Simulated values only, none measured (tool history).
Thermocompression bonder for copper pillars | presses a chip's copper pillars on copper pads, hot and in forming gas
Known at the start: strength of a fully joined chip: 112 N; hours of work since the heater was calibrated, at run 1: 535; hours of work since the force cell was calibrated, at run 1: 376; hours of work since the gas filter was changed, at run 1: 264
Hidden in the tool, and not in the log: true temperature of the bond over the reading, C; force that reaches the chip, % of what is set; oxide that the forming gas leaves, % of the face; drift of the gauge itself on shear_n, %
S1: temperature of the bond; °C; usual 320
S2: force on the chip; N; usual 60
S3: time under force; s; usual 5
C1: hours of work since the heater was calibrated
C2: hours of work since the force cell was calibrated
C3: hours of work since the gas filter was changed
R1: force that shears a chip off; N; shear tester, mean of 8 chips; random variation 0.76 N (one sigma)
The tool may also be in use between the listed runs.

run	hour	S1	S2	S3	C1	C2	C3	R1
1	0.0	320	60	5	535	376	264	52.0
2	41.5	320	60	5	560	401	289	52.0
3	71.7	320	60	5	578	420	307	52.1
4	115.8	320	60	5	605	446	334	51.4
5	154.5	320	60	5	628	469	357	51.3
# hour 165.8: forming gas filter changed
6	196.4	320	40	5	653	494	18	32.5
7	227.5	320	60	5	671	513	37	52.2
8	248.2	320	60	5	684	525	50	53.2
9	286.5	320	60	5	707	548	73	52.5
10	329.2	320	48	13	733	574	98	59.6
11	376.8	328	48	8	761	602	127	53.1
12	425.0	323	44	3	790	631	156	31.5
13	444.8	323	44	3	802	643	168	31.5
14	468.6	323	41	7	816	658	182	39.2
15	494.4	319	39	4	832	673	197	27.6
16	533.5	333	71	3	855	697	221	58.9
17	559.7	350	67	3	871	712	237	66.0
18	589.0	307	72	7	889	730	254	58.3

Forecast each of these 3 alternatives for the next run:
A	619.3	290	84	7	907	748	272	?
B	619.3	307	64	7	907	748	272	?
C	619.3	294	60	5	907	748	272	?

run	R1
A	55.3
B	51.2
C	36.5
Without the tool's hidden state the same runs would have given:
run	R1
A	63.1
B	58.2
C	42.2

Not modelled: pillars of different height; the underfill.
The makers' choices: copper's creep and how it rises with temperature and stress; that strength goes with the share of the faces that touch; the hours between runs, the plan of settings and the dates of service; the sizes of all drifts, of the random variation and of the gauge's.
